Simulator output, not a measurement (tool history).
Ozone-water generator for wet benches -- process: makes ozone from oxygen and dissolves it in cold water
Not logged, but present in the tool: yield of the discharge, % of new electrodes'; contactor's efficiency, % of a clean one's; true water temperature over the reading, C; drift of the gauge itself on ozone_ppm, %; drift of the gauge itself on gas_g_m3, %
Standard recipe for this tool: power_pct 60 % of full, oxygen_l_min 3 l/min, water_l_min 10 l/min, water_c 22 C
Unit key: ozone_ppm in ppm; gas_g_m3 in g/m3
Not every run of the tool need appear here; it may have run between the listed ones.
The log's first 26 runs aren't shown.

run,hour,power_pct,oxygen_l_min,water_l_min,water_c,hours of work since the electrodes were changed,hours of work since the contactor was cleaned,hours of work since the thermometer was calibrated,ozone_ppm,gas_g_m3
27,645.4,51,3.28,16,15,550,2916,1290,13.9,228.3
28,665.8,51,3.28,16,15,562,2929,1302,14,228.3
29,689.6,94,1.51,9,16,576,2943,1317,33.2,491.2
30,717.2,60,3.01,10,21,593,2960,1333,22.2,259.6
31,745,60,1.95,8,22,610,2977,1350,27.5,330.2
32,767,88,3,10,22,623,2990,1364,27.1,321.7
33,786.6,74,3,8,22,635,3002,1375,29.2,295.2
34,815.2,74,2.89,8,22,652,3019,1393,29.9,303.4

Alternative continuations, all from the tool just after run 34; predict every row:
A,837.1,74,2.89,8,14,666,3032,1406,?,?
B,837.1,60,2.8,13,26,666,3032,1406,?,?
C,837.1,74,2.89,8,25,666,3032,1406,?,?

run,ozone_ppm,gas_g_m3
A,34.1,300.5
B,16.2,274.5
C,28.1,300.4
With the hidden condition removed and each run's random variation left untouched, the same runs would have given:
run,ozone_ppm,gas_g_m3
A,34.1,293.3
B,16.3,267.9
C,28.1,293.2
